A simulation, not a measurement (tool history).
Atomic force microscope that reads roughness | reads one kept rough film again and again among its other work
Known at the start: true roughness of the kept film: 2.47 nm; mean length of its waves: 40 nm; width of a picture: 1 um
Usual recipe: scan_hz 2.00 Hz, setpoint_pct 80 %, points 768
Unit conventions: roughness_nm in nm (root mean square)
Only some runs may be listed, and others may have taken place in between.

| run | hour | scan_hz | setpoint_pct | points | roughness_nm |
|---|---|---|---|---|---|
| 1 | 0.0 | 2.00 | 80 | 768 | 2.099 |
| 2 | 18.9 | 2.00 | 80 | 314 | 2.034 |
| 3 | 35.9 | 2.00 | 80 | 314 | 2.034 |
| 4 | 53.7 | 2.00 | 80 | 314 | 1.993 |
| 5 | 66.6 | 0.54 | 80 | 314 | 2.171 |
| 6 | 75.2 | 0.54 | 80 | 314 | 2.147 |
| 7 | 94.0 | 2.00 | 80 | 320 | 1.931 |
| 8 | 108.7 | 2.00 | 80 | 320 | 1.920 |
| 9 | 124.2 | 2.00 | 80 | 320 | 1.902 |
|  | 130.9 | new tip fitted |
| 10 | 140.1 | 1.52 | 80 | 768 | 2.139 |
| 11 | 149.2 | 1.52 | 80 | 768 | 2.120 |
| 12 | 163.0 | 1.52 | 80 | 768 | 2.096 |
| 13 | 177.2 | 0.69 | 80 | 768 | 2.189 |
| 14 | 191.7 | 1.91 | 80 | 768 | 2.001 |
| 15 | 212.5 | 1.01 | 80 | 422 | 2.090 |
| 16 | 223.0 | 1.01 | 80 | 422 | 2.058 |
| 17 | 233.2 | 1.01 | 80 | 422 | 2.050 |
| 18 | 253.0 | 1.01 | 74 | 422 | 2.058 |
|  | 260.7 | new tip fitted |
| 19 | 273.4 | 3.74 | 74 | 855 | 1.991 |

What does the tool deliver on the next run?
| 20 | 286.9 | 1.44 | 71 | 855 | ? |

{"run 20": {"roughness_nm": 2.191}}
The same run, on a tool lacking any hidden state, would have yielded roughness_nm 2.245 nm (root mean square).
